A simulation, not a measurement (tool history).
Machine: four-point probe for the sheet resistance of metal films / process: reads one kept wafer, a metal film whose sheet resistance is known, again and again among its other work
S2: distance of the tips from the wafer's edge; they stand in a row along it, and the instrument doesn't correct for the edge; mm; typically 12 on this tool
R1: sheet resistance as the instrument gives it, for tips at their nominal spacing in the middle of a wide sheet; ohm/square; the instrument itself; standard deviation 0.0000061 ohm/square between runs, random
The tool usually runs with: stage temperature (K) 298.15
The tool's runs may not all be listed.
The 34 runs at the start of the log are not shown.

{"run": 35, "day": 67.867, "stage temperature (K)": 303.15, "S2": 3, "R1": 0.031414}
{"run": 36, "day": 69.592, "stage temperature (K)": 303.15, "S2": 3, "R1": 0.031412}
{"run": 37, "day": 70.692, "stage temperature (K)": 303.15, "S2": 3, "R1": 0.031408}
{"run": 38, "day": 72.238, "stage temperature (K)": 305.15, "S2": 4, "R1": 0.031093}
{"run": 39, "day": 74.688, "stage temperature (K)": 291.15, "S2": 12, "R1": 0.030824}
{"run": 40, "day": 77.158, "stage temperature (K)": 299.15, "S2": 8, "R1": 0.030824}
{"run": 41, "day": 79.6, "stage temperature (K)": 297.15, "S2": 5, "R1": 0.031007}
{"run": 42, "day": 81.592, "stage temperature (K)": 299.15, "S2": 31, "R1": 0.030741}
{"run": 43, "day": 83.762, "stage temperature (K)": 298.15, "S2": 4, "R1": 0.031156}
{"run": 44, "day": 85.85, "stage temperature (K)": 298.15, "S2": 5, "R1": 0.031012}
{"run": 45, "day": 87.246, "stage temperature (K)": 298.15, "S2": 14, "R1": 0.030781}

Here are 4 independent what-if runs from the current tool condition. What would each one return?
{"run": "A", "day": 89.446, "stage temperature (K)": 298.15, "S2": 40, "R1": "?"}
{"run": "B", "day": 89.446, "stage temperature (K)": 292.15, "S2": 21, "R1": "?"}
{"run": "C", "day": 89.446, "stage temperature (K)": 294.15, "S2": 5, "R1": "?"}
{"run": "D", "day": 89.446, "stage temperature (K)": 296.15, "S2": 14, "R1": "?"}

run=A R1=0.030747
run=B R1=0.030803
run=C R1=0.031045
run=D R1=0.030796
The same runs, with their run-to-run variation unchanged, on a tool lacking any hidden condition would have given:
run=A R1=0.030686
run=B R1=0.030741
run=C R1=0.030983
run=D R1=0.030734
